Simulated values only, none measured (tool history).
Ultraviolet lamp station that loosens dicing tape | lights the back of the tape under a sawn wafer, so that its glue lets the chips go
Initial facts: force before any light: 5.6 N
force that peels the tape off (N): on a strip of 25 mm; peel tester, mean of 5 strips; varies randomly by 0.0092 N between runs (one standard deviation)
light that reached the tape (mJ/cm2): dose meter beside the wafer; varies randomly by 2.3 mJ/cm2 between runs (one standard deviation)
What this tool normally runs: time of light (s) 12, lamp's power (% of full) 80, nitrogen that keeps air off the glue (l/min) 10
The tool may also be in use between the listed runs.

run   hour  time of light (s)  lamp's power (% of full)  nitrogen that keeps air off the glue (l/min)  force that peels the tape off (N)  light that reached the tape (mJ/cm2)
  1    0.0                 12                        80                                            10                              0.491                                   195
  2   11.1                 12                        80                                            10                              0.484                                   200
  3   26.9                 12                        80                                             8                              0.578                                   201
  4   35.2                 12                        80                                             8                              0.574                                   198
  5   50.1                 12                        80                                            10                              0.498                                   196
  6   58.9                 12                        80                                            10                              0.511                                   196
  7   71.2                 12                        80                                            10                              0.500                                   198
  8   82.3                 12                        80                                            10                              0.508                                   197
  9   96.9                 12                        80                                            10                              0.516                                   194
 10  104.3                 12                        74                                            15                              0.452                                   182
     106.3  -- window cleaned of glue's vapour
 11  113.1                 12                        74                                            15                              0.469                                   177
 12  122.8                 12                        74                                            15                              0.474                                   177
 13  131.5                 17                        80                                             4                              0.604                                   267
 14  138.8                 12                        99                                            10                              0.361                                   228
 15  147.9                 12                        76                                            15                              0.484                                   175
 16  161.3                 12                        76                                            15                              0.482                                   177
 17  174.7                 13                        68                                            15                              0.502                                   166

Selected run-to-run steps in force that peels the tape off (N), each split into two signed amounts: the part the tool would show with no hidden state at all (from settings, incoming material and random variation), and the remainder, which goes to the hidden state together with any gauge scatter not common to the measured and the hidden-state-free results:
What the log doesn't record here: lamp's light, % of a new lamp's; light that the window lets through, % of a clean one's; drift of the gauge itself on peel_n, %; drift of the gauge itself on dose_mj_cm2, %.
Run 13 -> 14: time of light (s) 17 -> 12, lamp's power (% of full) 80 -> 99, nitrogen that keeps air off the glue (l/min) 4 -> 10. force that peels the tape off (N) -0.243: hidden state -0.072, all else -0.171.

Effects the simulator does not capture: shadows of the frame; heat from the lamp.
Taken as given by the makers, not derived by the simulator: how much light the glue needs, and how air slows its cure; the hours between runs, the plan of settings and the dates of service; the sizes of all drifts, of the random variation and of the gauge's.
